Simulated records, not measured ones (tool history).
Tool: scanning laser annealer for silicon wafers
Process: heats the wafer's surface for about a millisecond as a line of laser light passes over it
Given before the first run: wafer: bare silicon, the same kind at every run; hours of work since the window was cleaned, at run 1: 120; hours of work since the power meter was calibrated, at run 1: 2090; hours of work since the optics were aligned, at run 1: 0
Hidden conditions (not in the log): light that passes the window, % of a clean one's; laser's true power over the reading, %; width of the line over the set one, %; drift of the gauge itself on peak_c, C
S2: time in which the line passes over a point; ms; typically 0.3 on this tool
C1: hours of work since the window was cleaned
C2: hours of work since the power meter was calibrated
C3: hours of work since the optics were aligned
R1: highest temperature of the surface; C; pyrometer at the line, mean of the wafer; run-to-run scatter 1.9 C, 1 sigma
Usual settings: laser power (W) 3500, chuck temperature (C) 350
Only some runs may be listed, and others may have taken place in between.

Run 1, hour 0: usual settings; C1 120; C2 2090; C3 0. Result: R1 1102 C.
Run 2, hour 68.3: usual settings; C1 173; C2 2143; C3 53. Result: R1 1101 C.
Run 3, hour 117.4: usual settings; C1 211; C2 2181; C3 91. Result: R1 1099 C.
Run 4, hour 145.6: usual settings; C1 233; C2 2203; C3 113. Result: R1 1104 C.
Run 5, hour 187.2: usual settings; C1 265; C2 2235; C3 145. Result: R1 1102 C.
Run 6, hour 219: usual settings; C1 290; C2 2260; C3 170. Result: R1 1100 C.
Run 7, hour 265.9: usual settings; C1 326; C2 2296; C3 206. Result: R1 1099 C.
Run 8, hour 323.9: usual settings; C1 371; C2 2341; C3 251. Result: R1 1100 C.
Run 9, hour 372.6: usual settings; C1 409; C2 2379; C3 289. Result: R1 1099 C.
Run 10, hour 432.6: usual settings; C1 455; C2 2425; C3 335. Result: R1 1100 C.
Run 11, hour 471.9: usual settings; C1 485; C2 2455; C3 366. Result: R1 1099 C.
Run 12, hour 513.1: usual settings; C1 517; C2 2487; C3 397. Result: R1 1097 C.
Run 13, hour 550.6: usual settings but laser power (W) 3353; C1 546; C2 2516; C3 426. Result: R1 1059 C.
Run 14, hour 604.4: usual settings but S2 0.296 ms; C1 588; C2 2558; C3 468. Result: R1 1095 C.
At hour 611.7: window over the wafer cleaned.
Run 15, hour 638.9: usual settings but S2 0.296 ms; C1 21; C2 2583; C3 493. Result: R1 1096 C.
Run 16, hour 695.1: usual settings but S2 0.296 ms; C1 65; C2 2627; C3 537. Result: R1 1094 C.
Run 17, hour 761.8: usual settings but chuck temperature (C) 344; C1 116; C2 2678; C3 588. Result: R1 1095 C.
Run 18, hour 802.7: usual settings; C1 148; C2 2710; C3 620. Result: R1 1097 C.
Run 19, hour 843: usual settings; C1 179; C2 2741; C3 651. Result: R1 1101 C.
Run 20, hour 896.3: usual settings but laser power (W) 3574, S2 0.228 ms, chuck temperature (C) 386; C1 220; C2 2783; C3 693. Result: R1 1055 C.
At hour 935.3: optics aligned, line set to its width.
Run 21, hour 954.8: usual settings but laser power (W) 3574, S2 0.228 ms, chuck temperature (C) 386; C1 262; C2 2824; C3 15. Result: R1 1055 C.
Run 22, hour 989.6: usual settings but laser power (W) 3410, S2 0.292 ms, chuck temperature (C) 378; C1 289; C2 2851; C3 42. Result: R1 1094 C.
Run 23, hour 1040.1: usual settings but laser power (W) 3265, S2 0.292 ms, chuck temperature (C) 376; C1 328; C2 2890; C3 81. Result: R1 1053 C.
Run 24, hour 1076.1: usual settings but laser power (W) 3771, S2 0.364 ms, chuck temperature (C) 324; C1 356; C2 2918; C3 109. Result: R1 1242 C.
Run 25, hour 1130.6: usual settings but laser power (W) 3607, S2 0.303 ms, chuck temperature (C) 349; C1 398; C2 2960; C3 151. Result: R1 1137 C.
Run 26, hour 1163.2: usual settings but laser power (W) 3607, S2 0.303 ms, chuck temperature (C) 349; C1 423; C2 2985; C3 177. Result: R1 1135 C.
Run 27, hour 1198.3: usual settings but S2 0.334 ms, chuck temperature (C) 328; C1 450; C2 3012; C3 204. Result: R1 1124 C.
Run 28, hour 1249.8: usual settings but laser power (W) 3412, S2 0.334 ms, chuck temperature (C) 324; C1 490; C2 3052; C3 244. Result: R1 1091 C.
Run 29, hour 1318.7: usual settings but S2 0.235 ms; C1 544; C2 3106; C3 297. Result: R1 1011 C.
Run 30, hour 1353.1: usual settings but laser power (W) 3116, S2 0.228 ms, chuck temperature (C) 383; C1 570; C2 3132; C3 324. Result: R1 937 C.
At hour 1381.8: window over the wafer cleaned.
Run 31, hour 1389.8: usual settings but laser power (W) 3116, S2 0.228 ms, chuck temperature (C) 383; C1 6; C2 3159; C3 350. Result: R1 938 C.
Run 32, hour 1445.3: usual settings but laser power (W) 3116, S2 0.228 ms, chuck temperature (C) 383; C1 49; C2 3202; C3 393. Result: R1 937 C.
Run 33, hour 1476.2: usual settings but laser power (W) 3746, S2 0.25 ms, chuck temperature (C) 355; C1 73; C2 3226; C3 417. Result: R1 1102 C.
Run 34, hour 1515.4: usual settings but laser power (W) 3780, chuck temperature (C) 316; C1 103; C2 3256; C3 448. Result: R1 1145 C.
Run 35, hour 1547.2: usual settings but laser power (W) 3780, chuck temperature (C) 316; C1 128; C2 3281; C3 472. Result: R1 1147 C.

Across each entry between runs, compare the hidden state at the last listed run before it with the hidden state at the first listed run after it:
In the gap between runs 14 and 15: window over the wafer cleaned (hour 611.7)
  light that passes the window, % of a clean one's: 99.9 -> 99.99
In the gap between runs 20 and 21: optics aligned, line set to its width (hour 935.3)
  light that passes the window, % of a clean one's: 99.96 -> 99.95; width of the line over the set one, %: 0.06 -> 0
In the gap between runs 30 and 31: window over the wafer cleaned (hour 1381.8)
  light that passes the window, % of a clean one's: 99.9 -> 100
